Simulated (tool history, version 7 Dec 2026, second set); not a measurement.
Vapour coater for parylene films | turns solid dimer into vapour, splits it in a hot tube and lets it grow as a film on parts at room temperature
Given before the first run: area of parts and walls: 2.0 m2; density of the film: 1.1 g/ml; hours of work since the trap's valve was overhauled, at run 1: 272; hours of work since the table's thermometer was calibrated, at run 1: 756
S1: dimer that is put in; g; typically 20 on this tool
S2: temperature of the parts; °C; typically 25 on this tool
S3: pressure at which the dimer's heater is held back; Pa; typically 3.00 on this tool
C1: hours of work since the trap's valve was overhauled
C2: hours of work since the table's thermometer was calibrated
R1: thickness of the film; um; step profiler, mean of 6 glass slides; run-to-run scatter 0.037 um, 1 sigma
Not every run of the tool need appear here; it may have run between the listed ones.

run    hour  S1  S2    S3   C1   C2     R1
  1     0.0  20  25  3.00  272  756   7.19
       22.2  -- trap's valve overhauled
  2    78.7  20  25  3.00   26  791   7.66
  3   121.0  20  25  3.00   46  810   7.64
  4   196.2  20  35  3.00   80  845   6.16
  5   249.3  20  25  3.00  105  869   7.52
  6   324.8  20  25  3.00  140  904   7.42
  7   383.8  12  25  3.00  167  932   4.42
  8   451.0  23  25  3.00  198  963   8.43
      491.9  -- table's thermometer calibrated
  9   496.6  23  25  3.00  218    2   8.49
 10   542.8  23  25  3.00  240   23   8.51
 11   576.3  23  25  3.00  255   39   8.38
      634.7  -- trap's valve overhauled
 12   647.8  20  25  3.00    6   70   7.73
 13   714.8  14  25  2.32   37  101   5.69
 14   771.0  12  25  5.64   63  127   3.93
 15   841.9  12  20  5.64   96  160   4.31
 16   874.6  12  20  5.64  111  175   4.28
 17   946.0   8  25  2.73  144  208   3.06
 18  1015.5  21  18  5.78  176  240   7.73
 19  1057.8  29  28  4.26  195  259   9.19
 20  1113.6  15  17  3.81  221  285   6.08
 21  1146.7  15  17  3.81  236  300   6.08
 22  1210.0  31  25  3.81  265  329  10.53
     1242.4  -- trap's valve overhauled
 23  1270.2  15  25  3.00   13  355   5.79

Entry by entry between the runs, the difference in hidden state between the last listed run before and the first listed run after:
Logged between run 1 and run 2: trap's valve overhauled (hour 22.2)
  vapour lost through the trap's worn valve, %: 7.5 -> 0.9; true temperature of the parts over the reading, C: 0.89 -> 0.94
  measured less the result without the state, R1: -0.73 -> -0.22 um
Logged between run 8 and run 9: table's thermometer calibrated (hour 491.9)
  vapour lost through the trap's worn valve, %: 5.3 -> 5.9; true temperature of the parts over the reading, C: 1.16 -> 0.28
  measured less the result without the state, R1: -0.69 -> -0.58 um
Logged between run 11 and run 12: trap's valve overhauled (hour 634.7)
  vapour lost through the trap's worn valve, %: 6.9 -> 1; true temperature of the parts over the reading, C: 0.33 -> 0.37
  measured less the result without the state, R1: -0.68 -> -0.14 um
Logged between run 22 and run 23: trap's valve overhauled (hour 1242.4)
  vapour lost through the trap's worn valve, %: 7.8 -> 0.5; true temperature of the parts over the reading, C: 0.7 -> 0.73
  measured less the result without the state, R1: -1.06 -> -0.12 um
